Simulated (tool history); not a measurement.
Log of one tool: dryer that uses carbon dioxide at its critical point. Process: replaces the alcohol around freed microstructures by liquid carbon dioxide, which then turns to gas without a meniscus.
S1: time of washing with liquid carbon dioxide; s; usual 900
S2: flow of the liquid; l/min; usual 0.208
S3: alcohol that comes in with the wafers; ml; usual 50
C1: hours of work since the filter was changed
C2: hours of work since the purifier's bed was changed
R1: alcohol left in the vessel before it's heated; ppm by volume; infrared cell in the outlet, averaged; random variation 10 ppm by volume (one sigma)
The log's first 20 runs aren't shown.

run    hour    S1     S2  S3   C1   C2     R1
 21   421.2   900  0.136  50  100  339   4046
 22   443.5  1080  0.208  50  110  349    396
 23   473.2  1080  0.208  50  124  363    393
 24   497.9  1260  0.208  89  135  374    307
 25   515.8  1380  0.256  32  144  383    137
 26   547.9  1380  0.299  32  158  397    125
 27   573.5  1380  0.299  32  170  409    139
 28   594.7  1380  0.299  32  180  419    144
 29   625.5  1320  0.138  50  194  433   1107
      647.8  -- inlet filter changed
 30   653.7  1320  0.138  24    3  446    497
 31   675.8   720  0.317  28   13  456    264
 32   697.6  1440  0.208  60   23  466    192
 33   717.7   960  0.208  50   32  475    600
 34   740.1   720  0.208  50   43  486   1931
 35   760.5  1380  0.283  50   52  495    161
 36   785.6  1380  0.283  50   64  507    166
 37   801.9  1380  0.283  50   71  514    172
 38     827  1380  0.283  72   83  526    172
 39   853.1   780   0.17  50   95  538   3163
 40   866.9   900  0.186  21  101  544    693
 41   897.3   780  0.297  49  115  558    396
 42     918   600  0.137  73  125  568  17192
 43   947.3   600  0.322  20  138  582    445
 44   979.4   600  0.189  50  153  596   5500
 45  1000.6   600  0.189  50  163  606   5523

5 ways to go on from here, each from the tool as it stands after run 45. What would each give?
  A  1020  1020  0.208  50  172  615   ?
  B  1020   900  0.244  21  172  615   ?
  C  1020   900  0.249  50  172  615   ?
  D  1020  1260  0.272  50  172  615   ?
  E  1020   720  0.192  79  172  615   ?

run    R1
  A   633
  B   342
  C   491
  D   207
  E  4695
Without the tool's hidden state the same runs would have given:
run    R1
  A   318
  B   109
  C   218
  D    11
  E  3633
